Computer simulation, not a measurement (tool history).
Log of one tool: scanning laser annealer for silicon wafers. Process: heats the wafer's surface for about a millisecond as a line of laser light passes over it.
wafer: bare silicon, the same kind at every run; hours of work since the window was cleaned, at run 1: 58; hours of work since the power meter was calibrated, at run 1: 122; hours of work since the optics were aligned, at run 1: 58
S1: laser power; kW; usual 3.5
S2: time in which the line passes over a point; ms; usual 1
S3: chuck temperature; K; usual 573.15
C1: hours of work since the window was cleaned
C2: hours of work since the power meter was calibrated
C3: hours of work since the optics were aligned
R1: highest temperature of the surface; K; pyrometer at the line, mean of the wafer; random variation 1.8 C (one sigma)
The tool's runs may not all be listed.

{"run": 1, "day": 0.0, "S1": 3.5, "S2": 1, "S3": 573.15, "C1": 58, "C2": 122, "C3": 58, "R1": 1283.15}
{"run": 2, "day": 0.9, "S1": 3.5, "S2": 1, "S3": 573.15, "C1": 74, "C2": 138, "C3": 74, "R1": 1282.15}
{"run": 3, "day": 1.929, "S1": 3.5, "S2": 1, "S3": 545.15, "C1": 92, "C2": 156, "C3": 92, "R1": 1256.15}
{"run": 4, "day": 3.475, "S1": 3.5, "S2": 1, "S3": 545.15, "C1": 120, "C2": 184, "C3": 120, "R1": 1252.15}
{"run": 5, "day": 4.404, "S1": 3.5, "S2": 1.12, "S3": 573.15, "C1": 137, "C2": 201, "C3": 137, "R1": 1316.15}
{"run": 6, "day": 5.862, "S1": 3.5, "S2": 1, "S3": 597.15, "C1": 163, "C2": 227, "C3": 163, "R1": 1304.15}
{"run": 7, "day": 7.862, "S1": 3.5, "S2": 1, "S3": 573.15, "C1": 199, "C2": 263, "C3": 199, "R1": 1279.15}
{"run": 8, "day": 8.971, "S1": 3.5, "S2": 1, "S3": 573.15, "C1": 219, "C2": 283, "C3": 219, "R1": 1272.15}
{"run": 9, "day": 10.633, "S1": 3.5, "S2": 1, "S3": 573.15, "C1": 249, "C2": 313, "C3": 249, "R1": 1275.15}
{"run": 10, "day": 11.571, "S1": 3.5, "S2": 1, "S3": 573.15, "C1": 266, "C2": 330, "C3": 266, "R1": 1272.15}
{"run": 11, "day": 12.75, "S1": 3.5, "S2": 0.83, "S3": 573.15, "C1": 287, "C2": 351, "C3": 287, "R1": 1214.15}
{"run": 12, "day": 14.279, "S1": 3.5, "S2": 0.83, "S3": 573.15, "C1": 315, "C2": 379, "C3": 315, "R1": 1214.15}
{"run": 13, "day": 15.417, "S1": 3.5, "S2": 0.83, "S3": 573.15, "C1": 335, "C2": 399, "C3": 335, "R1": 1208.15}
{"run": 14, "day": 16.238, "S1": 3.5, "S2": 0.83, "S3": 573.15, "C1": 350, "C2": 414, "C3": 350, "R1": 1210.15}
{"run": 15, "day": 17.646, "S1": 3.396, "S2": 0.95, "S3": 555.15, "C1": 376, "C2": 440, "C3": 376, "R1": 1216.15}
{"run": 16, "day": 18.85, "S1": 3.396, "S2": 0.95, "S3": 555.15, "C1": 397, "C2": 461, "C3": 397, "R1": 1215.15}
{"run": 17, "day": 19.992, "S1": 3.659, "S2": 1.2, "S3": 573.15, "C1": 418, "C2": 482, "C3": 418, "R1": 1359.15}
{"day": 20.354, "done": "optics aligned, line set to its width"}
{"day": 20.567, "done": "window over the wafer cleaned"}
{"run": 18, "day": 21.529, "S1": 3.128, "S2": 1, "S3": 569.15, "C1": 17, "C2": 504, "C3": 20, "R1": 1211.15}
{"run": 19, "day": 22.958, "S1": 3.128, "S2": 1, "S3": 569.15, "C1": 43, "C2": 530, "C3": 45, "R1": 1215.15}
{"run": 20, "day": 24.933, "S1": 3.128, "S2": 1, "S3": 569.15, "C1": 79, "C2": 566, "C3": 81, "R1": 1212.15}
{"run": 21, "day": 26.154, "S1": 3.128, "S2": 1, "S3": 569.15, "C1": 101, "C2": 588, "C3": 103, "R1": 1210.15}
{"run": 22, "day": 27.738, "S1": 3.128, "S2": 1, "S3": 569.15, "C1": 129, "C2": 616, "C3": 132, "R1": 1208.15}

Run 23 comes next. What will it give?
{"run": 23, "day": 29.312, "S1": 3.128, "S2": 1, "S3": 569.15, "C1": 158, "C2": 644, "C3": 160, "R1": "?"}

Run 23 gave R1 1206.15 K.
Without the tool's hidden state the same run would have given R1 1213.15 K.

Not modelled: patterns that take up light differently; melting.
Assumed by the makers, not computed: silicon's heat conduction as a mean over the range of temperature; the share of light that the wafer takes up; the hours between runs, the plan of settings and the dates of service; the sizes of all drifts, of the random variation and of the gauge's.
